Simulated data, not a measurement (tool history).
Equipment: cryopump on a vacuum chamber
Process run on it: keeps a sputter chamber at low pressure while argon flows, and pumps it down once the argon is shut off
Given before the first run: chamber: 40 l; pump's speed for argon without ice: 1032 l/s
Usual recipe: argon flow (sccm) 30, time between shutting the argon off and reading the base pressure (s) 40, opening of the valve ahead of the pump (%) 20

| run | hour | argon flow (sccm) | time between shutting the argon off and reading the base pressure (s) | opening of the valve ahead of the pump (%) | pressure while argon flows (Pa) | pressure after the wait (uPa) |
|---|---|---|---|---|---|---|
| 1 | 0 | 30 | 40 | 20 | 0.2539 | 6.95 |
| 2 | 28.6 | 30 | 40 | 20 | 0.2521 | 7.02 |
| 3 | 61.4 | 30 | 40 | 20 | 0.2528 | 6.92 |
| 4 | 80.1 | 30 | 40 | 20 | 0.2529 | 6.73 |
| 5 | 107.1 | 30 | 40 | 20 | 0.2528 | 7.1 |
| 6 | 148.4 | 30 | 40 | 20 | 0.2531 | 7.03 |
| 7 | 185.8 | 30 | 40 | 27 | 0.1895 | 7.06 |
|  | 199.2 | leaking fittings of the chamber tightened, without venting |
| 8 | 215.2 | 30 | 40 | 27 | 0.1891 | 3.83 |
|  | 235 | pump warmed up, emptied and cooled again |
| 9 | 258.4 | 30 | 177 | 20 | 0.2466 | 1.15 |
| 10 | 291.7 | 30 | 40 | 20 | 0.2472 | 3.91 |
| 11 | 327.2 | 30 | 40 | 20 | 0.2472 | 3.87 |
| 12 | 356 | 30 | 40 | 20 | 0.2471 | 3.87 |
| 13 | 377.8 | 12 | 40 | 20 | 0.0985 | 3.86 |
| 14 | 411.1 | 30 | 28 | 20 | 0.2468 | 5.3 |
| 15 | 449.5 | 30 | 28 | 20 | 0.2469 | 5.54 |
| 16 | 481.9 | 15 | 294 | 15 | 0.1634 | 0.91 |
| 17 | 515.7 | 20 | 54 | 25 | 0.1315 | 3.13 |
| 18 | 545.3 | 20 | 101 | 23 | 0.1441 | 1.95 |
| 19 | 584 | 30 | 40 | 16 | 0.3134 | 3.96 |
| 20 | 601.7 | 30 | 21 | 20 | 0.2491 | 7.16 |
| 21 | 625 | 17 | 21 | 25 | 0.1134 | 7.12 |
| 22 | 664.9 | 17 | 38 | 20 | 0.1413 | 4.19 |
| 23 | 687.3 | 35 | 63 | 39 | 0.1485 | 2.87 |
| 24 | 717.4 | 42 | 40 | 41 | 0.1733 | 4.16 |
| 25 | 736.1 | 27 | 30 | 41 | 0.11 | 5.08 |
| 26 | 773.2 | 16 | 206 | 20 | 0.1328 | 1.4 |

Below are 4 alternative next runs, each starting from the tool's condition after run 26. Predict each:
| A | 812.8 | 19 | 135 | 29 | ? | ? |
| B | 812.8 | 14 | 81 | 17 | ? | ? |
| C | 812.8 | 24 | 40 | 59 | ? | ? |
| D | 812.8 | 57 | 58 | 25 | ? | ? |

| run | pressure while argon flows (Pa) | pressure after the wait (uPa) |
|---|---|---|
| A | 0.11 | 1.74 |
| B | 0.1362 | 2.45 |
| C | 0.0693 | 4.22 |
| D | 0.3796 | 3.07 |
The same runs, with their run-to-run variation unchanged, on a tool lacking any hidden condition would have given:
| run | pressure while argon flows (Pa) | pressure after the wait (uPa) |
|---|---|---|
| A | 0.1079 | 1.29 |
| B | 0.1346 | 1.99 |
| C | 0.0666 | 3.76 |
| D | 0.3734 | 2.63 |
